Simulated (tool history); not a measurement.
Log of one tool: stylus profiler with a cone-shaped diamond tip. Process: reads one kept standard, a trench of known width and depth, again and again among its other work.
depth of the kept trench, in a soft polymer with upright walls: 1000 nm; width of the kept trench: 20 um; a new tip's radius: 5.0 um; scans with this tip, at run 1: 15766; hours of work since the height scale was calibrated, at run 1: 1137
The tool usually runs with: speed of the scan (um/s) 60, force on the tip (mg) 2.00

run,hour,speed of the scan (um/s),force on the tip (mg),scans with this tip,hours of work since the height scale was calibrated,depth of the trench (angstrom),width of the trench's floor (um)
1,0.0,60,2.00,15766,1137,10081.8,10.52
2,117.4,60,2.00,16956,1222,10083.0,10.33
# hour 141.0: new tip fitted, height scale calibrated
3,256.7,60,2.00,1172,85,10048.4,13.61
4,316.1,60,2.00,1774,128,10049.9,13.46
5,425.2,60,2.00,2880,208,10053.9,13.22
6,496.6,60,2.00,3603,260,10056.5,13.05
7,632.7,60,0.71,4983,359,10035.7,12.62
8,754.6,60,1.22,6217,448,10051.7,12.37
9,855.8,60,1.22,7243,522,10049.6,12.24
10,927.6,60,1.83,7970,575,10065.8,12.06
11,992.6,60,1.83,8629,622,10061.5,11.99
12,1050.4,60,1.83,9215,664,10070.0,11.86
13,1183.0,118,1.83,10558,761,10069.4,11.46
14,1243.0,40,2.00,11167,805,10076.9,11.52
15,1346.5,40,2.00,12215,881,10074.5,11.34
16,1414.3,60,2.00,12902,930,10076.0,11.13
17,1498.3,26,2.00,13753,991,10077.6,10.99
18,1636.8,26,2.00,15157,1093,10083.2,10.83
19,1719.8,26,2.00,15998,1153,10087.6,10.65
20,1803.5,26,4.47,16846,1214,10121.0,10.54
# hour 1842.0: new tip fitted, height scale calibrated
21,1861.5,26,4.47,198,14,10075.3,13.97
22,1992.0,26,1.05,1520,110,10030.3,13.64
23,2071.5,26,1.05,2325,168,10030.4,13.41
24,2195.7,60,2.23,3583,258,10056.0,13.05
25,2318.6,60,2.23,4829,348,10055.9,12.74
26,2381.0,60,4.12,5461,394,10085.6,12.63
27,2484.6,151,2.75,6512,469,10072.0,12.11
28,2560.3,20,5.70,7278,525,10108.9,12.30
29,2662.5,59,1.28,8314,599,10051.3,11.91
30,2728.5,84,4.88,8982,648,10105.6,11.86
31,2841.2,156,0.86,10125,730,10044.5,11.15
32,2959.9,156,0.86,11327,817,10051.5,10.99
33,3039.2,48,0.86,12131,874,10051.0,11.18
34,3174.4,190,3.98,13501,973,10102.7,10.75
35,3246.7,178,0.83,14233,1026,10051.0,10.29
36,3384.9,28,5.54,15634,1127,10126.1,10.69
37,3519.7,28,5.54,17000,1225,10128.8,10.42
# hour 3538.8: new tip fitted, height scale calibrated
38,3632.9,35,1.09,954,69,10035.4,13.61
39,3763.7,74,3.95,2279,164,10083.8,13.25
40,3837.7,74,3.95,3029,218,10081.6,13.07
41,3967.4,45,2.00,4344,313,10059.2,12.74
42,4036.1,45,2.00,5039,363,10059.9,12.62

Forecast each of these 5 alternatives for the next run:
A,4157.4,169,0.77,6268,452,?,?
B,4157.4,33,5.95,6268,452,?,?
C,4157.4,181,0.84,6268,452,?,?
D,4157.4,63,1.07,6268,452,?,?
E,4157.4,60,1.08,6268,452,?,?

run,depth of the trench (angstrom),width of the trench's floor (um)
A,10038.1,11.83
B,10111.5,12.43
C,10044.5,11.78
D,10039.0,12.22
E,10043.1,12.26
Without the tool's hidden state the same runs would have given:
run,depth of the trench (angstrom),width of the trench's floor (um)
A,10022.6,13.38
B,10095.9,13.98
C,10029.0,13.33
D,10023.5,13.78
E,10027.6,13.81
